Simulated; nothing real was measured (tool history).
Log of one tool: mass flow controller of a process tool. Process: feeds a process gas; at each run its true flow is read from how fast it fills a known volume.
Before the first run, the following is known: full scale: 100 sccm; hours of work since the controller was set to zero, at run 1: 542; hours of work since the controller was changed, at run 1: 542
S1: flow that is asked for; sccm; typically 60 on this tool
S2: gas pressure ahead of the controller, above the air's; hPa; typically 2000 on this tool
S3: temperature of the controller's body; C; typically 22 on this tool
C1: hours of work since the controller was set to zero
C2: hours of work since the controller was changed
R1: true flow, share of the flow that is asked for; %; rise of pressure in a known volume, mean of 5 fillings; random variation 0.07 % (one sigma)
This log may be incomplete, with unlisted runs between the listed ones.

Run 1, hour 0.0: usual settings; C1 542; C2 542. Result: R1 99.35 %.
Run 2, hour 288.1: usual settings; C1 645; C2 645. Result: R1 99.40 %.
Run 3, hour 507.9: usual settings; C1 723; C2 723. Result: R1 99.43 %.
Run 4, hour 743.4: usual settings but S1 15 sccm; C1 806; C2 806. Result: R1 99.05 %.
Run 5, hour 990.0: usual settings but S1 11 sccm; C1 893; C2 893. Result: R1 99.20 %.
Run 6, hour 1150.9: usual settings but S1 11 sccm; C1 950; C2 950. Result: R1 99.12 %.
Run 7, hour 1504.4: usual settings but S1 54 sccm, S2 2060 hPa, S3 20 C; C1 1076; C2 1076. Result: R1 99.13 %.
Run 8, hour 1721.7: usual settings but S2 2790 hPa, S3 32 C; C1 1153; C2 1153. Result: R1 99.84 %.
Run 9, hour 1895.6: usual settings but S2 2460 hPa; C1 1214; C2 1214. Result: R1 99.34 %.
Run 10, hour 2123.7: usual settings but S2 2460 hPa; C1 1295; C2 1295. Result: R1 99.39 %.

For each run, the measured value with the value that run would have given without the tool's hidden condition subtracted. The run-to-run variation is shared by both, the gauge scatter possibly not:
Hidden conditions of the tool in this case: flow at rest that the sensor doesn't see, % of full scale; true flow over the shown one, %; drift of the gauge itself on true_pct, %.
run     R1
  1  +0.15
  2  +0.18
  3  +0.21
  4  +0.50
  5  +0.70
  6  +0.73
  7  +0.30
  8  +0.31
  9  +0.32
 10  +0.35
